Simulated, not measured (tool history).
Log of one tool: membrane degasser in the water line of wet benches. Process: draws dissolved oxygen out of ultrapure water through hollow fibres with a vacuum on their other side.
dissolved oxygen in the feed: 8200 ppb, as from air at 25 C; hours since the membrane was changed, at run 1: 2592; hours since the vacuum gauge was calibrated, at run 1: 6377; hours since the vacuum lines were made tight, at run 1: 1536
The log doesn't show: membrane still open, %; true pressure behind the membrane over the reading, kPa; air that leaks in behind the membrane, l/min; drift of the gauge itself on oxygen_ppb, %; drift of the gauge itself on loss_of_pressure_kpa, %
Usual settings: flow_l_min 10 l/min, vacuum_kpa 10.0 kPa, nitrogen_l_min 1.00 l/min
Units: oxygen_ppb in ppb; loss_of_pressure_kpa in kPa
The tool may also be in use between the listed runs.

run	hour	flow_l_min	vacuum_kpa	nitrogen_l_min	hours since the membrane was changed	hours since the vacuum gauge was calibrated	hours since the vacuum lines were made tight	oxygen_ppb	loss_of_pressure_kpa
1	0.0	10	10.0	1.00	2592	6377	1536	189.0	66.43
2	65.2	10	10.0	1.00	2657	6442	1601	188.3	66.45
3	113.2	10	10.0	1.00	2705	6490	1649	188.2	66.59
4	188.6	10	10.0	2.36	2780	6565	1725	97.1	66.14
5	233.2	10	10.0	2.36	2825	6610	1769	97.1	66.54
6	278.9	10	10.0	2.85	2871	6655	1815	84.2	66.58
7	329.2	10	7.2	1.00	2921	6706	1865	124.1	66.54
8	403.4	10	7.2	1.00	2995	6780	1939	124.9	66.46
9	482.9	8	14.9	1.95	3075	6860	2019	127.9	53.06
10	516.7	10	7.1	1.78	3109	6893	2053	80.9	66.63
11	556.3	10	7.1	1.78	3148	6933	2092	80.2	66.48
12	629.3	10	7.1	1.78	3221	7006	2165	80.8	66.59
13	677.3	10	7.1	1.78	3269	7054	2213	81.4	66.71
14	744.4	10	7.1	1.78	3336	7121	2280	81.3	66.95
15	779.8	10	7.1	1.78	3372	7156	2316	80.7	66.29
16	819.3	15	10.0	1.00	3411	7196	2355	362.3	99.81

Forecast each of these 3 alternatives for the next run:
A	874.1	10	12.7	1.19	3466	7251	2410	?	?
B	874.1	13	10.9	0.53	3466	7251	2410	?	?
C	874.1	10	10.0	1.90	3466	7251	2410	?	?

run	oxygen_ppb	loss_of_pressure_kpa
A	220.2	66.73
B	484.0	86.82
C	114.9	66.54
Without the tool's hidden state the same runs would have given:
run	oxygen_ppb	loss_of_pressure_kpa
A	209.5	66.10
B	462.2	86.00
C	107.9	65.90

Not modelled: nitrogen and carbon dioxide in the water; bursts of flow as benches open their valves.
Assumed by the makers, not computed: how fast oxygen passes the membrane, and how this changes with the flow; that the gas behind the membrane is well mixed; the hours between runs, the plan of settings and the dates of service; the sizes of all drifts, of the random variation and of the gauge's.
